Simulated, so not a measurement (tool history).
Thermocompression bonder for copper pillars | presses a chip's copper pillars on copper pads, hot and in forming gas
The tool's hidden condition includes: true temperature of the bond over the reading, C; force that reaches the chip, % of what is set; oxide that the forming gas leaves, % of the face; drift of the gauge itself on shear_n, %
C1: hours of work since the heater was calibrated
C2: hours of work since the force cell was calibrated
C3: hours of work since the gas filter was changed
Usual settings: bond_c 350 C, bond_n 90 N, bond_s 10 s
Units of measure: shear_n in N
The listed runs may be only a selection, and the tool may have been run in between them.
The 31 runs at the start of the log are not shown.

Run 32, hour 252.9: usual settings but bond_c 363 C, bond_n 133 N, bond_s 8 s; C1 407; C2 93; C3 275. Result: shear_n 113.8 N.
Run 33, hour 264.6: usual settings but bond_c 363 C, bond_n 63 N, bond_s 21 s; C1 415; C2 100; C3 283. Result: shear_n 98.7 N.
Run 34, hour 275.7: usual settings but bond_c 375 C, bond_n 63 N, bond_s 25 s; C1 423; C2 108; C3 290. Result: shear_n 109.5 N.
Run 35, hour 281.3: usual settings but bond_n 124 N, bond_s 27 s; C1 427; C2 112; C3 294. Result: shear_n 126.8 N.
Run 36, hour 288.2: usual settings but bond_n 124 N, bond_s 15 s; C1 431; C2 116; C3 299. Result: shear_n 115.7 N.
Run 37, hour 295.3: usual settings but bond_c 344 C, bond_n 124 N, bond_s 15 s; C1 436; C2 121; C3 303. Result: shear_n 113.4 N.
Run 38, hour 303.8: usual settings but bond_c 347 C, bond_n 126 N; C1 442; C2 127; C3 309. Result: shear_n 107.5 N.
Run 39, hour 309.0: usual settings but bond_c 347 C, bond_n 126 N; C1 445; C2 130; C3 313. Result: shear_n 108.1 N.
Run 40, hour 319.7: usual settings but bond_c 354 C, bond_n 117 N, bond_s 17 s; C1 452; C2 137; C3 320. Result: shear_n 115.7 N.

Here are 3 independent what-if runs from the current tool condition. What would each one return?
Run A, hour 326.4: usual settings but bond_s 27 s; C1 457; C2 142; C3 324. Result: shear_n ?.
Run B, hour 326.4: usual settings but bond_n 114 N; C1 457; C2 142; C3 324. Result: shear_n ?.
Run C, hour 326.4: usual settings but bond_c 354 C, bond_n 69 N, bond_s 24 s; C1 457; C2 142; C3 324. Result: shear_n ?.

run  shear_n
  A    110.1
  B    102.4
  C    100.8
With no hidden state in the tool, these same runs would have given:
run  shear_n
  A    114.4
  B    105.5
  C    103.7

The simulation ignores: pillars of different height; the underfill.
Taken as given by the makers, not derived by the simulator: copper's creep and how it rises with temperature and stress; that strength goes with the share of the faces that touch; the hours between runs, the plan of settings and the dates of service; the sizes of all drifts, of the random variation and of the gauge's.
